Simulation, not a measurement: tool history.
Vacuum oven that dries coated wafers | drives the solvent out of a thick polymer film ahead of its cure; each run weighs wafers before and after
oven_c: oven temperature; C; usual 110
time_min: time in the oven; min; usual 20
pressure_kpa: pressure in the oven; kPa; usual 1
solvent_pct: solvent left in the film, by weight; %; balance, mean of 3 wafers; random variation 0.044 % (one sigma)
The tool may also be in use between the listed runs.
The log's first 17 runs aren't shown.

run	day	oven_c	time_min	pressure_kpa	hours of work since the thermocouples were calibrated	hours of work since the vacuum gauge was cleaned of residue	solvent_pct
18	8.338	110	21	2.16	921	330	2.51
19	8.662	110	21	2.16	926	335	2.61
20	9.317	110	21	2.16	936	345	2.55
21	9.733	110	20	1.94	942	351	2.54
22	10.1	110	20	1.94	947	356	2.48
23	10.604	110	20	1.94	955	364	2.55
24	11.242	110	20	0.69	964	373	1.58
25	11.825	110	20	0.69	972	381	1.57
26	12.329	121	21	0.69	980	389	0.64
27	12.9	121	21	0.69	988	397	0.58
28	13.212	110	19	1.01	993	402	1.9
29	13.783	101	34	0.64	1001	410	1.47
30	14.112	115	29	1.04	1006	415	0.94
31	14.642	115	29	1.04	1014	423	0.87
32	15.321	115	29	1.04	1024	433	1
33	15.746	115	29	1.04	1030	439	0.89
34	16.367	115	29	1.04	1039	448	0.94
35	16.917	99	15	3.33	1047	456	8.32
36	17.375	124	15	2.46	1054	463	1.62
37	18.021	97	27	0.91	1063	472	3.39
38	18.362	110	20	1.68	1068	477	2.44
39	18.75	110	24	0.84	1074	483	1.36

The next listed run, before its measurement:
40	19.238	102	11	3.59	1081	490	?

{"run 40": {"solvent_pct": 9.37}}
Without the tool's hidden state the same run would have given solvent_pct 8.35 %.
